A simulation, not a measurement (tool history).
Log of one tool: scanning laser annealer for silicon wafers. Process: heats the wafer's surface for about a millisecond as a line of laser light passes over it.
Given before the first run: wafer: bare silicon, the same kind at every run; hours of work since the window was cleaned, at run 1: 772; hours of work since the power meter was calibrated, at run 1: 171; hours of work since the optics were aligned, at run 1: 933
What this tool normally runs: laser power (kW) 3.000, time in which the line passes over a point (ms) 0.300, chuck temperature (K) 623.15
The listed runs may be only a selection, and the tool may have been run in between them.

run   hour  laser power (kW)  time in which the line passes over a point (ms)  chuck temperature (K)  hours of work since the window was cleaned  hours of work since the power meter was calibrated  hours of work since the optics were aligned  highest temperature of the surface (K)
  1    0.0             3.000                                            0.300                 623.15                                         772                                                 171                                          933                                 1364.15
  2   10.4             3.000                                            0.300                 623.15                                         778                                                 177                                          938                                 1363.15
  3   29.2             3.000                                            0.300                 595.15                                         788                                                 186                                          948                                 1336.15
  4   37.1             3.000                                            0.300                 595.15                                         792                                                 191                                          952                                 1334.15
  5   46.1             2.913                                            0.300                 623.15                                         797                                                 195                                          957                                 1337.15
  6   59.2             2.913                                            0.300                 623.15                                         804                                                 202                                          964                                 1334.15
  7   73.3             2.913                                            0.300                 623.15                                         811                                                 210                                          971                                 1334.15
  8   89.5             3.000                                            0.300                 623.15                                         820                                                 218                                          980                                 1365.15
  9  102.6             3.235                                            0.225                 623.15                                         827                                                 225                                          987                                 1332.15
 10  117.9             3.235                                            0.329                 623.15                                         835                                                 233                                          995                                 1468.15
 11  136.1             3.235                                            0.347                 661.15                                         844                                                 243                                         1005                                 1525.15
 12  146.0             3.235                                            0.347                 661.15                                         850                                                 248                                         1010                                 1527.15
     163.3  -- window over the wafer cleaned
 13  163.3             2.865                                            0.214                 661.15                                           0                                                 256                                         1018                                 1285.15
 14  178.5             3.274                                            0.214                 661.15                                           8                                                 265                                         1026                                 1402.15
 15  190.2             3.038                                            0.214                 661.15                                          14                                                 271                                         1032                                 1330.15

Alternative continuations, all from the tool just after run 15; predict every row:
  A  201.8             2.935                                            0.327                 654.15                                          20                                                 277                                         1038                                       ?
  B  201.8             3.147                                            0.320                 623.15                                          20                                                 277                                         1038                                       ?
  C  201.8             3.000                                            0.335                 613.15                                          20                                                 277                                         1038                                       ?
  D  201.8             3.175                                            0.300                 651.15                                          20                                                 277                                         1038                                       ?
  E  201.8             3.000                                            0.265                 631.15                                          20                                                 277                                         1038                                       ?

run  highest temperature of the surface (K)
  A                                 1437.15
  B                                 1468.15
  C                                 1424.15
  D                                 1478.15
  E                                 1356.15
The same runs, with their run-to-run variation unchanged, on a tool lacking any hidden condition would have given:
run  highest temperature of the surface (K)
  A                                 1450.15
  B                                 1482.15
  C                                 1439.15
  D                                 1493.15
  E                                 1369.15
